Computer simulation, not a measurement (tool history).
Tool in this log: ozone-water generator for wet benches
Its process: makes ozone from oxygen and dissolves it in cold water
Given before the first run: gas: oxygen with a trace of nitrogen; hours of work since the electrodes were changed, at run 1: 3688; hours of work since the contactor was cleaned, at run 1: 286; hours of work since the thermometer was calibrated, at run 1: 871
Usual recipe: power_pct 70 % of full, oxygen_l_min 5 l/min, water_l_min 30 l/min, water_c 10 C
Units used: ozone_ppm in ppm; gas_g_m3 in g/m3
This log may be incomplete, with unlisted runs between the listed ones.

| run | hour | power_pct | oxygen_l_min | water_l_min | water_c | hours of work since the electrodes were changed | hours of work since the contactor was cleaned | hours of work since the thermometer was calibrated | ozone_ppm | gas_g_m3 |
|---|---|---|---|---|---|---|---|---|---|---|
| 1 | 0 | 70 | 5 | 30 | 10 | 3688 | 286 | 871 | 13.1 | 196.1 |
| 2 | 123.6 | 70 | 5 | 30 | 10 | 3763 | 362 | 947 | 13.3 | 196.9 |
| 3 | 261.4 | 70 | 5 | 22 | 10 | 3848 | 446 | 1032 | 17.7 | 195.9 |
| 4 | 453.1 | 70 | 5 | 22 | 10 | 3966 | 564 | 1149 | 17.3 | 194.4 |
| 5 | 573.8 | 70 | 5 | 22 | 10 | 4040 | 638 | 1224 | 17.7 | 194.7 |
| 6 | 717.9 | 70 | 5 | 22 | 10 | 4128 | 726 | 1312 | 17.2 | 195.1 |
| 7 | 917.1 | 70 | 5 | 22 | 10 | 4250 | 849 | 1434 | 17.4 | 194.9 |
| 8 | 1098.5 | 70 | 5 | 30 | 9 | 4362 | 960 | 1546 | 13 | 191 |
| 9 | 1255.5 | 94 | 5 | 30 | 10 | 4458 | 1056 | 1642 | 16.5 | 247.6 |
| 10 | 1350.1 | 94 | 5 | 30 | 10 | 4516 | 1115 | 1700 | 16.3 | 243.9 |
| 11 | 1488.7 | 94 | 5 | 30 | 10 | 4601 | 1200 | 1785 | 16.5 | 246.6 |
| 12 | 1586.2 | 70 | 5 | 30 | 5 | 4661 | 1259 | 1845 | 13.3 | 191.1 |
| 13 | 1721.7 | 61 | 4.3 | 46 | 7 | 4744 | 1343 | 1928 | 7.2 | 184.3 |
| 14 | 1812.1 | 61 | 4.3 | 46 | 7 | 4800 | 1398 | 1984 | 7.1 | 184.4 |
| 15 | 1981.3 | 70 | 5 | 47 | 5 | 4904 | 1502 | 2087 | 8.2 | 190.7 |
| 16 | 2081.9 | 75 | 5 | 47 | 5 | 4965 | 1564 | 2149 | 8.8 | 200.3 |
| 17 | 2224.2 | 43 | 5 | 47 | 10 | 5053 | 1651 | 2237 | 5.4 | 127.5 |
| 18 | 2372.1 | 73 | 5 | 47 | 10 | 5143 | 1742 | 2327 | 7.9 | 195.7 |
| 19 | 2535 | 100 | 5 | 38 | 10 | 5243 | 1842 | 2427 | 13.2 | 251.9 |
| 20 | 2698.7 | 70 | 7.75 | 30 | 11 | 5344 | 1942 | 2528 | 13.3 | 152.4 |
| 21 | 2901.3 | 70 | 2.63 | 19 | 10 | 5468 | 2067 | 2652 | 16.6 | 253.6 |

Consider 5 possible next runs. They are alternatives, not a sequence: every one starts from the tool as it was left by run 21. What does each give?
| A | 3107.9 | 42 | 3.08 | 19 | 15 | 5595 | 2193 | 2779 | ? | ? |
| B | 3107.9 | 78 | 5 | 30 | 12 | 5595 | 2193 | 2779 | ? | ? |
| C | 3107.9 | 70 | 2.63 | 19 | 13 | 5595 | 2193 | 2779 | ? | ? |
| D | 3107.9 | 70 | 6.07 | 19 | 7 | 5595 | 2193 | 2779 | ? | ? |
| E | 3107.9 | 57 | 6.18 | 19 | 10 | 5595 | 2193 | 2779 | ? | ? |

| run | ozone_ppm | gas_g_m3 |
|---|---|---|
| A | 11 | 156.5 |
| B | 13.5 | 203.6 |
| C | 16.4 | 254.6 |
| D | 20.2 | 170.8 |
| E | 16.4 | 145.2 |
Without the tool's hidden state the same runs would have given:
| run | ozone_ppm | gas_g_m3 |
|---|---|---|
| A | 12.1 | 168.7 |
| B | 15.9 | 236 |
| C | 19 | 291.4 |
| D | 23.4 | 195.5 |
| E | 18.6 | 162.2 |

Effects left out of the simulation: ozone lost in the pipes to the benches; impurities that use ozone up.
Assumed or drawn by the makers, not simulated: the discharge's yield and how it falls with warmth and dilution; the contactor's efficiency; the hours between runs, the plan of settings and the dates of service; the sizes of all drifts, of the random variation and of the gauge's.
